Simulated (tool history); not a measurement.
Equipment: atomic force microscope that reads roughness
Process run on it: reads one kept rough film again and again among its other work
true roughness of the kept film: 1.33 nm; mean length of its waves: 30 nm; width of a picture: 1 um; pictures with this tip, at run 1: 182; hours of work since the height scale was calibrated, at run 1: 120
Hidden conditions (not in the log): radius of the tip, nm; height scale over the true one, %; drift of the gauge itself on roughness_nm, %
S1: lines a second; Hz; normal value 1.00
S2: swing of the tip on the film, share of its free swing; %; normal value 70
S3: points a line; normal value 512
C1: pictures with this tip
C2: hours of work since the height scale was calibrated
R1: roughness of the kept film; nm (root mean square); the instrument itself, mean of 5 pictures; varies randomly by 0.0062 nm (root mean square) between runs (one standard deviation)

run   hour    S1  S2   S3   C1   C2     R1
  1    0.0  1.00  70  512  182  120  1.104
  2    6.0  1.00  70  512  191  123  1.087
  3   12.7  1.00  70  512  202  126  1.081
  4   22.6  1.00  70  512  217  131  1.083
  5   30.4  1.00  70  512  229  134  1.080
  6   35.1  1.00  70  512  237  137  1.083
  7   44.9  1.00  70  512  252  141  1.076
  8   50.7  1.00  70  512  261  144  1.049
  9   56.2  1.00  70  512  269  146  1.060
 10   62.6  1.00  70  512  279  149  1.049
 11   69.3  1.00  70  512  290  153  1.050
 12   75.2  1.17  70  512  299  155  1.031
 13   83.7  1.39  70  512  312  159  1.023
 14   90.9  1.00  70  513  323  163  1.026
      92.3  -- new tip fitted
 15   97.5  1.00  70  513    8  166  1.186
 16  104.0  0.66  72  397   18  169  1.187
 17  111.0  1.82  79  562   29  172  1.059
 18  117.7  1.00  75  609   39  175  1.149
 19  127.7  1.00  72  305   55  180  1.149
 20  134.1  0.75  72  906   65  183  1.159
 21  143.9  0.75  72  906   80  187  1.152
 22  150.1  2.49  89  695   89  190  0.864
 23  158.3  2.49  80  666  102  194  0.958
 24  166.0  2.49  80  666  114  198  0.940
 25  171.7  2.49  80  666  123  200  0.952
 26  180.6  1.23  73  752  137  204  1.096
 27  189.9  1.23  73  752  151  209  1.083
 28  199.0  1.00  70  602  165  213  1.109
 29  207.1  1.28  67  312  178  217  1.081

Same runs, no hidden state in the tool, same run-to-run variation:
run     R1
  1  1.203
  2  1.190
  3  1.189
  4  1.199
  5  1.201
  6  1.207
  7  1.206
  8  1.182
  9  1.199
 10  1.191
 11  1.197
 12  1.181
 13  1.177
 14  1.187
 15  1.196
 16  1.202
 17  1.078
 18  1.176
 19  1.185
 20  1.201
 21  1.202
 22  0.905
 23  1.009
 24  0.996
 25  1.012
 26  1.173
 27  1.166
 28  1.201
 29  1.177
